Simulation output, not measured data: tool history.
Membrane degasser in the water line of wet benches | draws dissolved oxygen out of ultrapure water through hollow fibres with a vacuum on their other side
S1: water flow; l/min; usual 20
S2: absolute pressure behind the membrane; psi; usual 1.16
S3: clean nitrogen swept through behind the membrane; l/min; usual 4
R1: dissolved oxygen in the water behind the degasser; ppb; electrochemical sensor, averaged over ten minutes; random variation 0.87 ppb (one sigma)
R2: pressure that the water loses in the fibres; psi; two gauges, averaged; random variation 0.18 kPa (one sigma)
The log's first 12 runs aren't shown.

Run 13, day 101.2: usual settings. Result: R1 81.9 ppb, R2 4.548 psi.
Run 14, day 106.579: usual settings. Result: R1 82 ppb, R2 4.576 psi.
Run 15, day 116.571: usual settings but S2 1.653 psi. Result: R1 122.6 ppb, R2 4.511 psi.
Run 16, day 122.7: usual settings but S2 0.931 psi. Result: R1 63 ppb, R2 4.502 psi.
Run 17, day 133.262: usual settings but S2 1.217 psi. Result: R1 86.7 ppb, R2 4.493 psi.
Run 18, day 140.388: usual settings but S1 26 l/min, S3 4.31 l/min. Result: R1 125.2 ppb, R2 5.868 psi.
Run 19, day 147.838: usual settings but S1 26 l/min, S3 11.63 l/min. Result: R1 85.9 ppb, R2 5.809 psi.
At day 151.258: vacuum gauge calibrated.
Run 20, day 152.612: usual settings but S1 14 l/min, S2 0.74 psi, S3 5.73 l/min. Result: R1 17.5 ppb, R2 3.197 psi.
Run 21, day 162.679: usual settings but S1 16 l/min, S2 0.83 psi, S3 1.76 l/min. Result: R1 64.4 ppb, R2 3.558 psi.
Run 22, day 172.938: usual settings but S1 24 l/min, S2 2.772 psi. Result: R1 269.9 ppb, R2 5.342 psi.
At day 173.942: gauge calibrated.
Run 23, day 177.579: usual settings but S1 24 l/min, S2 2.772 psi. Result: R1 267.1 ppb, R2 5.519 psi.
Run 24, day 183.508: usual settings but S1 27 l/min. Result: R1 141.2 ppb, R2 6.211 psi.
Run 25, day 194.958: usual settings but S1 27 l/min, S3 5.93 l/min. Result: R1 117.1 ppb, R2 6.216 psi.
Run 26, day 204.042: usual settings but S1 27 l/min, S3 5.93 l/min. Result: R1 116.6 ppb, R2 6.237 psi.
Run 27, day 215.171: usual settings but S1 26 l/min, S2 1.977 psi, S3 1.86 l/min. Result: R1 377.4 ppb, R2 5.903 psi.
Run 28, day 220.904: usual settings but S1 26 l/min, S2 1.977 psi, S3 1.86 l/min. Result: R1 380 ppb, R2 5.931 psi.
Run 29, day 231.062: usual settings but S1 32 l/min, S2 0.994 psi, S3 10.16 l/min. Result: R1 129.2 ppb, R2 7.255 psi.
Run 30, day 242.392: usual settings but S1 21 l/min, S2 1.179 psi, S3 11.92 l/min. Result: R1 50.5 ppb, R2 4.757 psi.
Run 31, day 251.242: usual settings but S2 1.405 psi, S3 8.2 l/min. Result: R1 63.7 ppb, R2 4.521 psi.
Run 32, day 260.246: usual settings but S2 1.981 psi, S3 8.62 l/min. Result: R1 85.1 ppb, R2 4.515 psi.

3 ways to go on from here, each from the tool as it stands after run 32. What would each give?
Run A, day 269.625: usual settings but S1 22 l/min, S2 2.615 psi, S3 4.67 l/min. Result: R1 ?, R2 ?.
Run B, day 269.625: usual settings but S1 17 l/min, S2 1.981 psi, S3 8.62 l/min. Result: R1 ?, R2 ?.
Run C, day 269.625: usual settings but S2 0.88 psi, S3 8.62 l/min. Result: R1 ?, R2 ?.

run     R1     R2
  A  202.7   4.97
  B   63.6  3.871
  C     40  4.495
Without the tool's hidden state the same runs would have given:
run     R1     R2
  A  202.2  5.042
  B   63.4  3.926
  C   39.7   4.56
